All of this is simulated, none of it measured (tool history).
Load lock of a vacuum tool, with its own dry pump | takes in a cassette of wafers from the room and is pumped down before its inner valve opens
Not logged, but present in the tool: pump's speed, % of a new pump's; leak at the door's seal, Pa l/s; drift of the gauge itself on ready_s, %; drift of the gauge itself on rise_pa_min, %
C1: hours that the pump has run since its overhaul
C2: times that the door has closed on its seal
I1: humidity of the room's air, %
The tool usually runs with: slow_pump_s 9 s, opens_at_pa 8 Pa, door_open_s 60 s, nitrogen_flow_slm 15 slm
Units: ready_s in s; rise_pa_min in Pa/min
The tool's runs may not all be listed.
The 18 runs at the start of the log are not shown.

Run 19, hour 1558.4: usual settings but opens_at_pa 6 Pa, door_open_s 69 s, nitrogen_flow_slm 12 slm; C1 6348; C2 12877; I1 43.2. Result: ready_s 21.5 s, rise_pa_min 0.101 Pa/min.
Run 20, hour 1621.0: usual settings but slow_pump_s 4 s, opens_at_pa 11 Pa, door_open_s 25 s, nitrogen_flow_slm 22 slm; C1 6411; C2 13125; I1 41.0. Result: ready_s 16.4 s, rise_pa_min 0.059 Pa/min.
Run 21, hour 1719.7: usual settings but slow_pump_s 6 s, opens_at_pa 6 Pa, door_open_s 25 s, nitrogen_flow_slm 22 slm; C1 6509; C2 13516; I1 44.1. Result: ready_s 19.2 s, rise_pa_min 0.061 Pa/min.
Run 22, hour 1769.2: usual settings but slow_pump_s 8 s, opens_at_pa 6 Pa, door_open_s 25 s, nitrogen_flow_slm 4 slm; C1 6559; C2 13712; I1 42.6. Result: ready_s 20.4 s, rise_pa_min 0.078 Pa/min.
Run 23, hour 1883.9: usual settings but slow_pump_s 5 s, opens_at_pa 6 Pa, door_open_s 36 s, nitrogen_flow_slm 8 slm; C1 6674; C2 14167; I1 46.2. Result: ready_s 18.3 s, rise_pa_min 0.094 Pa/min.
Run 24, hour 1964.4: usual settings but slow_pump_s 5 s, opens_at_pa 6 Pa, door_open_s 36 s, nitrogen_flow_slm 8 slm; C1 6754; C2 14486; I1 44.3. Result: ready_s 18.3 s, rise_pa_min 0.087 Pa/min.
Run 25, hour 2015.3: usual settings but slow_pump_s 7 s, nitrogen_flow_slm 23 slm; C1 6805; C2 14687; I1 45.4. Result: ready_s 19.5 s, rise_pa_min 0.091 Pa/min.
Run 26, hour 2087.9: usual settings but slow_pump_s 7 s, opens_at_pa 9 Pa, nitrogen_flow_slm 10 slm; C1 6878; C2 14975; I1 44.7. Result: ready_s 19.4 s, rise_pa_min 0.110 Pa/min.
Run 27, hour 2151.4: usual settings but slow_pump_s 7 s, opens_at_pa 10 Pa, nitrogen_flow_slm 10 slm; C1 6941; C2 15227; I1 43.4. Result: ready_s 19.0 s, rise_pa_min 0.100 Pa/min.
Run 28, hour 2236.6: usual settings but slow_pump_s 13 s, nitrogen_flow_slm 12 slm; C1 7026; C2 15564; I1 46.9. Result: ready_s 23.9 s, rise_pa_min 0.104 Pa/min.
Run 29, hour 2313.6: usual settings but slow_pump_s 13 s, opens_at_pa 7 Pa, door_open_s 25 s, nitrogen_flow_slm 12 slm; C1 7103; C2 15869; I1 45.4. Result: ready_s 24.2 s, rise_pa_min 0.074 Pa/min.
Run 30, hour 2365.2: usual settings but slow_pump_s 7 s, opens_at_pa 11 Pa; C1 7155; C2 16074; I1 44.7. Result: ready_s 18.9 s, rise_pa_min 0.098 Pa/min.
Run 31, hour 2432.3: usual settings but opens_at_pa 13 Pa, nitrogen_flow_slm 28 slm; C1 7222; C2 16340; I1 41.0. Result: ready_s 20.4 s, rise_pa_min 0.081 Pa/min.
Run 32, hour 2485.6: usual settings but opens_at_pa 13 Pa, nitrogen_flow_slm 28 slm; C1 7275; C2 16551; I1 43.2. Result: ready_s 20.4 s, rise_pa_min 0.088 Pa/min.
Run 33, hour 2579.5: usual settings but opens_at_pa 13 Pa, nitrogen_flow_slm 28 slm; C1 7369; C2 16923; I1 46.5. Result: ready_s 20.1 s, rise_pa_min 0.089 Pa/min.

4 options for the next run, each taken on its own from the tool as it stands now. Forecast them:
Run A, hour 2647.6: usual settings but slow_pump_s 5 s, opens_at_pa 7 Pa; C1 7437; C2 17193; I1 45.9. Result: ready_s ?, rise_pa_min ?.
Run B, hour 2647.6: usual settings but slow_pump_s 5 s, opens_at_pa 13 Pa, door_open_s 77 s, nitrogen_flow_slm 29 slm; C1 7437; C2 17193; I1 44.1. Result: ready_s ?, rise_pa_min ?.
Run C, hour 2647.6: usual settings but slow_pump_s 17 s, opens_at_pa 10 Pa, nitrogen_flow_slm 16 slm; C1 7437; C2 17193; I1 44.4. Result: ready_s ?, rise_pa_min ?.
Run D, hour 2647.6: usual settings but slow_pump_s 11 s, opens_at_pa 12 Pa, nitrogen_flow_slm 28 slm; C1 7437; C2 17193; I1 44.9. Result: ready_s ?, rise_pa_min ?.

run  ready_s  rise_pa_min
  A     18.2        0.107
  B     17.2        0.100
  C     26.7        0.107
  D     21.8        0.087
With no hidden state in the tool, these same runs would have given:
run  ready_s  rise_pa_min
  A     16.5        0.070
  B     15.6        0.062
  C     25.4        0.069
  D     20.3        0.050

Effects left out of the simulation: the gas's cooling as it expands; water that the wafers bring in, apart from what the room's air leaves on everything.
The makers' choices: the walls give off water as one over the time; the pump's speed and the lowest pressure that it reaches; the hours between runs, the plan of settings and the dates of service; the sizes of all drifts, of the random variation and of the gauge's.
